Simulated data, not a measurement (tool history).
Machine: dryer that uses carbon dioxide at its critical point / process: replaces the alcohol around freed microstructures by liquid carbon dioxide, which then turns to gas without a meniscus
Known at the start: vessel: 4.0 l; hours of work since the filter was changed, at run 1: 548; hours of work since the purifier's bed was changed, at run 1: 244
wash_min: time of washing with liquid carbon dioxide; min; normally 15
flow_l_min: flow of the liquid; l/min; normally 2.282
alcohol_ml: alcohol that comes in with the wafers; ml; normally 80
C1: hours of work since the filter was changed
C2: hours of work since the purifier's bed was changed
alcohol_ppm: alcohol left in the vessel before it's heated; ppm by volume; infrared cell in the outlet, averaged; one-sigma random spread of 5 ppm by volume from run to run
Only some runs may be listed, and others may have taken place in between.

{"run": 1, "hour": 0.0, "wash_min": 15, "flow_l_min": 2.282, "alcohol_ml": 80, "C1": 548, "C2": 244, "alcohol_ppm": 56}
{"run": 2, "hour": 14.8, "wash_min": 15, "flow_l_min": 2.27, "alcohol_ml": 80, "C1": 555, "C2": 252, "alcohol_ppm": 56}
{"run": 3, "hour": 25.5, "wash_min": 15, "flow_l_min": 2.27, "alcohol_ml": 80, "C1": 561, "C2": 258, "alcohol_ppm": 58}
{"hour": 36.0, "done": "inlet filter changed"}
{"run": 4, "hour": 40.5, "wash_min": 15, "flow_l_min": 2.27, "alcohol_ml": 80, "C1": 2, "C2": 266, "alcohol_ppm": 49}
{"run": 5, "hour": 56.9, "wash_min": 15, "flow_l_min": 2.25, "alcohol_ml": 80, "C1": 11, "C2": 274, "alcohol_ppm": 57}
{"run": 6, "hour": 74.1, "wash_min": 15, "flow_l_min": 2.25, "alcohol_ml": 80, "C1": 20, "C2": 283, "alcohol_ppm": 54}
{"run": 7, "hour": 85.9, "wash_min": 15, "flow_l_min": 2.25, "alcohol_ml": 80, "C1": 27, "C2": 290, "alcohol_ppm": 54}
{"run": 8, "hour": 100.0, "wash_min": 24, "flow_l_min": 2.282, "alcohol_ml": 80, "C1": 34, "C2": 297, "alcohol_ppm": 42}
{"run": 9, "hour": 116.4, "wash_min": 15, "flow_l_min": 3.53, "alcohol_ml": 80, "C1": 43, "C2": 306, "alcohol_ppm": 48}
{"run": 10, "hour": 129.7, "wash_min": 15, "flow_l_min": 1.59, "alcohol_ml": 80, "C1": 50, "C2": 313, "alcohol_ppm": 114}
{"run": 11, "hour": 146.0, "wash_min": 15, "flow_l_min": 2.282, "alcohol_ml": 80, "C1": 59, "C2": 322, "alcohol_ppm": 60}
{"run": 12, "hour": 162.0, "wash_min": 15, "flow_l_min": 2.282, "alcohol_ml": 80, "C1": 67, "C2": 330, "alcohol_ppm": 62}
{"run": 13, "hour": 174.0, "wash_min": 15, "flow_l_min": 2.282, "alcohol_ml": 80, "C1": 74, "C2": 337, "alcohol_ppm": 53}
{"run": 14, "hour": 183.4, "wash_min": 10, "flow_l_min": 2.282, "alcohol_ml": 80, "C1": 79, "C2": 342, "alcohol_ppm": 129}
{"run": 15, "hour": 195.0, "wash_min": 10, "flow_l_min": 2.282, "alcohol_ml": 80, "C1": 85, "C2": 348, "alcohol_ppm": 133}
{"run": 16, "hour": 212.8, "wash_min": 10, "flow_l_min": 2.282, "alcohol_ml": 80, "C1": 95, "C2": 358, "alcohol_ppm": 141}
{"run": 17, "hour": 227.8, "wash_min": 10, "flow_l_min": 2.282, "alcohol_ml": 80, "C1": 103, "C2": 366, "alcohol_ppm": 138}
{"run": 18, "hour": 237.0, "wash_min": 10, "flow_l_min": 2.282, "alcohol_ml": 80, "C1": 108, "C2": 371, "alcohol_ppm": 132}
{"run": 19, "hour": 249.1, "wash_min": 10, "flow_l_min": 2.282, "alcohol_ml": 80, "C1": 114, "C2": 377, "alcohol_ppm": 148}
{"run": 20, "hour": 264.3, "wash_min": 11, "flow_l_min": 2.282, "alcohol_ml": 80, "C1": 122, "C2": 385, "alcohol_ppm": 110}
{"run": 21, "hour": 280.1, "wash_min": 11, "flow_l_min": 2.282, "alcohol_ml": 80, "C1": 131, "C2": 394, "alcohol_ppm": 102}
{"run": 22, "hour": 293.9, "wash_min": 21, "flow_l_min": 2.282, "alcohol_ml": 80, "C1": 138, "C2": 401, "alcohol_ppm": 58}
{"run": 23, "hour": 309.8, "wash_min": 21, "flow_l_min": 2.282, "alcohol_ml": 80, "C1": 146, "C2": 410, "alcohol_ppm": 72}
{"run": 24, "hour": 319.3, "wash_min": 15, "flow_l_min": 2.282, "alcohol_ml": 80, "C1": 152, "C2": 415, "alcohol_ppm": 74}
{"run": 25, "hour": 333.4, "wash_min": 15, "flow_l_min": 2.282, "alcohol_ml": 80, "C1": 159, "C2": 422, "alcohol_ppm": 79}
{"run": 26, "hour": 347.3, "wash_min": 12, "flow_l_min": 3.47, "alcohol_ml": 101, "C1": 167, "C2": 430, "alcohol_ppm": 64}
{"run": 27, "hour": 364.0, "wash_min": 22, "flow_l_min": 1.66, "alcohol_ml": 40, "C1": 175, "C2": 439, "alcohol_ppm": 68}
{"run": 28, "hour": 377.6, "wash_min": 15, "flow_l_min": 3.39, "alcohol_ml": 73, "C1": 183, "C2": 446, "alcohol_ppm": 64}
{"run": 29, "hour": 389.3, "wash_min": 19, "flow_l_min": 2.54, "alcohol_ml": 85, "C1": 189, "C2": 452, "alcohol_ppm": 75}
{"run": 30, "hour": 404.8, "wash_min": 12, "flow_l_min": 1.77, "alcohol_ml": 49, "C1": 197, "C2": 460, "alcohol_ppm": 150}
{"run": 31, "hour": 419.4, "wash_min": 12, "flow_l_min": 2.95, "alcohol_ml": 49, "C1": 205, "C2": 468, "alcohol_ppm": 76}
{"run": 32, "hour": 428.8, "wash_min": 12, "flow_l_min": 2.95, "alcohol_ml": 49, "C1": 210, "C2": 473, "alcohol_ppm": 86}
{"run": 33, "hour": 443.5, "wash_min": 12, "flow_l_min": 2.95, "alcohol_ml": 49, "C1": 218, "C2": 481, "alcohol_ppm": 80}
{"run": 34, "hour": 456.2, "wash_min": 15, "flow_l_min": 2.95, "alcohol_ml": 49, "C1": 225, "C2": 488, "alcohol_ppm": 81}
{"run": 35, "hour": 467.6, "wash_min": 15, "flow_l_min": 2.95, "alcohol_ml": 49, "C1": 231, "C2": 494, "alcohol_ppm": 76}
{"run": 36, "hour": 475.3, "wash_min": 13, "flow_l_min": 2.02, "alcohol_ml": 39, "C1": 235, "C2": 498, "alcohol_ppm": 99}
{"run": 37, "hour": 484.4, "wash_min": 14, "flow_l_min": 2.282, "alcohol_ml": 80, "C1": 240, "C2": 503, "alcohol_ppm": 90}
{"run": 38, "hour": 493.7, "wash_min": 10, "flow_l_min": 2.282, "alcohol_ml": 117, "C1": 245, "C2": 508, "alcohol_ppm": 215}
{"run": 39, "hour": 502.6, "wash_min": 16, "flow_l_min": 2.78, "alcohol_ml": 68, "C1": 250, "C2": 513, "alcohol_ppm": 82}
{"run": 40, "hour": 516.0, "wash_min": 16, "flow_l_min": 2.78, "alcohol_ml": 68, "C1": 257, "C2": 520, "alcohol_ppm": 73}
{"run": 41, "hour": 524.9, "wash_min": 22, "flow_l_min": 2.07, "alcohol_ml": 38, "C1": 261, "C2": 525, "alcohol_ppm": 81}
{"run": 42, "hour": 533.3, "wash_min": 22, "flow_l_min": 2.11, "alcohol_ml": 71, "C1": 266, "C2": 529, "alcohol_ppm": 77}
{"run": 43, "hour": 544.7, "wash_min": 24, "flow_l_min": 2.47, "alcohol_ml": 80, "C1": 272, "C2": 535, "alcohol_ppm": 90}
{"run": 44, "hour": 563.0, "wash_min": 23, "flow_l_min": 2.11, "alcohol_ml": 38, "C1": 282, "C2": 545, "alcohol_ppm": 73}
{"run": 45, "hour": 580.4, "wash_min": 15, "flow_l_min": 1.51, "alcohol_ml": 80, "C1": 291, "C2": 554, "alcohol_ppm": 175}
{"run": 46, "hour": 590.8, "wash_min": 15, "flow_l_min": 3.09, "alcohol_ml": 80, "C1": 297, "C2": 560, "alcohol_ppm": 78}
{"run": 47, "hour": 602.4, "wash_min": 13, "flow_l_min": 2.282, "alcohol_ml": 110, "C1": 303, "C2": 566, "alcohol_ppm": 111}
{"run": 48, "hour": 618.5, "wash_min": 13, "flow_l_min": 2.282, "alcohol_ml": 110, "C1": 312, "C2": 575, "alcohol_ppm": 121}

Predict each of these 3 candidate next runs independently; none follows another, all start after run 48:
{"run": "A", "hour": 630.4, "wash_min": 15, "flow_l_min": 2.282, "alcohol_ml": 38, "C1": 318, "C2": 581, "alcohol_ppm": "?"}
{"run": "B", "hour": 630.4, "wash_min": 18, "flow_l_min": 1.82, "alcohol_ml": 73, "C1": 318, "C2": 581, "alcohol_ppm": "?"}
{"run": "C", "hour": 630.4, "wash_min": 17, "flow_l_min": 1.42, "alcohol_ml": 80, "C1": 318, "C2": 581, "alcohol_ppm": "?"}

run=A alcohol_ppm=98
run=B alcohol_ppm=95
run=C alcohol_ppm=168
What these runs would have given with no unlogged condition in the tool:
run=A alcohol_ppm=12
run=B alcohol_ppm=7
run=C alcohol_ppm=62
